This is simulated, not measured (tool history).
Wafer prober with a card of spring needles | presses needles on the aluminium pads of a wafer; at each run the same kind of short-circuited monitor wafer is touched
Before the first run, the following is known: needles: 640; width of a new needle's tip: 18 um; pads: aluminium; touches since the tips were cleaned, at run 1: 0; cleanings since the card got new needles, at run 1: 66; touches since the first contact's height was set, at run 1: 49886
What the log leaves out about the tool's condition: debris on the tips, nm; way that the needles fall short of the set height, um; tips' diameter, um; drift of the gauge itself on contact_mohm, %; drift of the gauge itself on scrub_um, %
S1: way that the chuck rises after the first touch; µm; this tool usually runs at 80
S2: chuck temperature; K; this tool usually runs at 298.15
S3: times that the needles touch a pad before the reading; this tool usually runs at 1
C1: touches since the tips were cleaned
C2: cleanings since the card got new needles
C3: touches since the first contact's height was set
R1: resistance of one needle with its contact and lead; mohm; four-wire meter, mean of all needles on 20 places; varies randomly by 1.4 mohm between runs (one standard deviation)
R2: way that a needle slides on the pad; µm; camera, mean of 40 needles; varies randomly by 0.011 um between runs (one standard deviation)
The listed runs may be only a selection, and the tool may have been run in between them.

run   hour  S1      S2  S3    C1   C2     C3   R1     R2
  1      0  80  298.15   1     0   66  49886  118  13.61
      19.7  -- tips cleaned on abrasive film
  2   29.2  80  298.15   2  4414   67  63455  119  13.62
      38.2  -- tips cleaned on abrasive film
  3   48.2  80  298.15   2  4665   68  72266  121   13.6
      56.6  -- tips cleaned on abrasive film
      77.1  -- tips cleaned on abrasive film
  4   78.3  94  298.15   1   580   70  86229  116     16
      97.4  -- tips cleaned on abrasive film
  5  100.4  70  298.15   1  1372   71  96477  119  11.92
     103.6  -- height of the first contact set anew
     116.2  -- tips cleaned on abrasive film
  6  127.9  80  347.15   1  5452   72  11309  124   13.6
     136.4  -- tips cleaned on abrasive film
  7  146.9  80  347.15   1  4928   73  20131  124  13.62
     155.5  -- tips cleaned on abrasive film
  8  168.9  80  324.15   1  6213   74  30309  123  13.61
       176  -- tips cleaned on abrasive film
     197.6  -- tips cleaned on abrasive film
  9  204.7  80  324.15   1  3277   76  46916  121  13.61
     217.7  -- tips cleaned on abrasive film
     238.3  -- tips cleaned on abrasive film
 10  242.6  80  298.15   1  1970   78  64502  118   13.6
     256.9  -- tips cleaned on abrasive film
 11  266.3  80  298.15   1  4377   79  75503  120  13.61
     275.4  -- tips cleaned on abrasive film
 12  287.9  80  298.15   1  5802   80  85545  117  13.63
     295.8  -- tips cleaned on abrasive film
       314  -- height of the first contact set anew
       318  -- tips cleaned on abrasive film
 13  329.7  80  298.15   1  5479   82   7282  120   13.6
     336.5  -- tips cleaned on abrasive film
     357.1  -- tips cleaned on abrasive film
 14    364  80  298.15   1  3217   84  23153  119  13.61
     376.4  -- tips cleaned on abrasive film
     396.1  -- tips cleaned on abrasive film
 15  397.2  80  298.15   1   539   86  38567  119  13.61
     415.6  -- tips cleaned on abrasive film
     434.4  -- tips cleaned on abrasive film
 16  434.4  82  298.15   1     0   88  55823  119  13.95
     453.6  -- tips cleaned on abrasive film
 17  468.7  87  375.15   1  7070   89  71787  129   14.8
     472.2  -- tips cleaned on abrasive film
       492  -- tips cleaned on abrasive film
 18  497.6  87  366.15   1  2595   91  85164  127  14.82
     512.8  -- tips cleaned on abrasive film
     524.7  -- height of the first contact set anew
 19  526.5  81  353.15   1  6247   92    848  125  13.81
     532.7  -- tips cleaned on abrasive film
     553.8  -- tips cleaned on abrasive film
 20  554.7  64  353.15   1   464   94  13931  133  10.89
     573.7  -- tips cleaned on abrasive film
 21  574.8  64  353.15   1   506   95  23222  130  10.92
     592.7  -- tips cleaned on abrasive film
 22  604.7  64  353.15   1  5604   96  37157  131  10.87
     613.9  -- tips cleaned on abrasive film
     633.4  -- tips cleaned on abrasive film
 23  647.1  68  344.15   1  6385   98  56801  132  11.58
     653.7  -- tips cleaned on abrasive film
     672.8  -- tips cleaned on abrasive film
 24    677  89  300.15   2  1926  100  70655  119  15.14
     691.2  -- tips cleaned on abrasive film
     709.8  -- tips cleaned on abrasive film
 25  711.2  89  304.15   3   661  102  86551  117  15.15
     730.2  -- tips cleaned on abrasive film
       734  -- height of the first contact set anew
 26  734.8  67  338.15   1  2020  103    350  127   11.4
     748.8  -- tips cleaned on abrasive film
 27  766.9  70  298.15   2  8450  104  15298  122  11.94
     770.4  -- tips cleaned on abrasive film
     789.3  -- tips cleaned on abrasive film
 28  801.6  71  304.15   2  5769  106  31394  122  12.06
     809.5  -- tips cleaned on abrasive film
     830.1  -- tips cleaned on abrasive film
 29  831.3  61  304.15   2   521  108  45110  124  10.38
     849.5  -- tips cleaned on abrasive film
 30  860.3  61  315.15   2  5025  109  58620  125  10.38

Entry by entry between the runs, the difference in hidden state between the last listed run before and the first listed run after:
From run 1 to run 2: tips cleaned on abrasive film (hour 19.7)
  debris on the tips, nm: 0.2 -> 1.7
From run 2 to run 3: tips cleaned on abrasive film (hour 38.2)
  debris on the tips, nm: 1.7 -> 1.9
From run 3 to run 4: tips cleaned on abrasive film (hour 56.6); tips cleaned on abrasive film (hour 77.1)
  debris on the tips, nm: 1.9 -> 0.5
From run 4 to run 5: tips cleaned on abrasive film (hour 97.4)
  debris on the tips, nm: 0.5 -> 0.7; way that the needles fall short of the set height, um: 0.01 -> 0.02
From run 5 to run 6: height of the first contact set anew (hour 103.6); tips cleaned on abrasive film (hour 116.2)
  debris on the tips, nm: 0.7 -> 1.9; way that the needles fall short of the set height, um: 0.02 -> 0
From run 6 to run 7: tips cleaned on abrasive film (hour 136.4)
  no hidden state differs between the two runs
From run 7 to run 8: tips cleaned on abrasive film (hour 155.5)
  debris on the tips, nm: 1.9 -> 2.1; way that the needles fall short of the set height, um: 0 -> 0.01
From run 8 to run 9: tips cleaned on abrasive film (hour 176); tips cleaned on abrasive film (hour 197.6)
  debris on the tips, nm: 2.1 -> 1.3
From run 9 to run 10: tips cleaned on abrasive film (hour 217.7); tips cleaned on abrasive film (hour 238.3)
  debris on the tips, nm: 1.3 -> 1.1
From run 10 to run 11: tips cleaned on abrasive film (hour 256.9)
  debris on the tips, nm: 1.1 -> 1.5; tips' diameter, um: 18.04 -> 18.05
From run 11 to run 12: tips cleaned on abrasive film (hour 275.4)
  debris on the tips, nm: 1.5 -> 2; way that the needles fall short of the set height, um: 0.01 -> 0.02
From run 12 to run 13: tips cleaned on abrasive film (hour 295.8); height of the first contact set anew (hour 314); tips cleaned on abrasive film (hour 318)
  debris on the tips, nm: 2 -> 2.1; way that the needles fall short of the set height, um: 0.02 -> 0
From run 13 to run 14: tips cleaned on abrasive film (hour 336.5); tips cleaned on abrasive film (hour 357.1)
  debris on the tips, nm: 2.1 -> 1.5; way that the needles fall short of the set height, um: 0 -> 0.01
From run 14 to run 15: tips cleaned on abrasive film (hour 376.4); tips cleaned on abrasive film (hour 396.1)
  debris on the tips, nm: 1.5 -> 0.4
From run 15 to run 16: tips cleaned on abrasive film (hour 415.6); tips cleaned on abrasive film (hour 434.4)
  debris on the tips, nm: 0.4 -> 0.3
From run 16 to run 17: tips cleaned on abrasive film (hour 453.6)
  debris on the tips, nm: 0.3 -> 2.2
From run 17 to run 18: tips cleaned on abrasive film (hour 472.2); tips cleaned on abrasive film (hour 492)
  debris on the tips, nm: 2.2 -> 1.3; way that the needles fall short of the set height, um: 0.01 -> 0.02
From run 18 to run 19: tips cleaned on abrasive film (hour 512.8); height of the first contact set anew (hour 524.7)
  debris on the tips, nm: 1.3 -> 2.2; way that the needles fall short of the set height, um: 0.02 -> 0
From run 19 to run 20: tips cleaned on abrasive film (hour 532.7); tips cleaned on abrasive film (hour 553.8)
  debris on the tips, nm: 2.2 -> 0.4
From run 20 to run 21: tips cleaned on abrasive film (hour 573.7)
  debris on the tips, nm: 0.4 -> 0.5; way that the needles fall short of the set height, um: 0 -> 0.01
From run 21 to run 22: tips cleaned on abrasive film (hour 592.7)
  debris on the tips, nm: 0.5 -> 1.9; tips' diameter, um: 18.05 -> 18.06
From run 22 to run 23: tips cleaned on abrasive film (hour 613.9); tips cleaned on abrasive film (hour 633.4)
  debris on the tips, nm: 1.9 -> 2.1
From run 23 to run 24: tips cleaned on abrasive film (hour 653.7); tips cleaned on abrasive film (hour 672.8)
  debris on the tips, nm: 2.1 -> 1
From run 24 to run 25: tips cleaned on abrasive film (hour 691.2); tips cleaned on abrasive film (hour 709.8)
  debris on the tips, nm: 1 -> 0.4; way that the needles fall short of the set height, um: 0.01 -> 0.02
From run 25 to run 26: tips cleaned on abrasive film (hour 730.2); height of the first contact set anew (hour 734)
  debris on the tips, nm: 0.4 -> 1.2; way that the needles fall short of the set height, um: 0.02 -> 0
From run 26 to run 27: tips cleaned on abrasive film (hour 748.8)
  debris on the tips, nm: 1.2 -> 2.4
From run 27 to run 28: tips cleaned on abrasive film (hour 770.4); tips cleaned on abrasive film (hour 789.3)
  debris on the tips, nm: 2.4 -> 2; way that the needles fall short of the set height, um: 0 -> 0.01
From run 28 to run 29: tips cleaned on abrasive film (hour 809.5); tips cleaned on abrasive film (hour 830.1)
  debris on the tips, nm: 2 -> 0.5
From run 29 to run 30: tips cleaned on abrasive film (hour 849.5)
  debris on the tips, nm: 0.5 -> 1.8
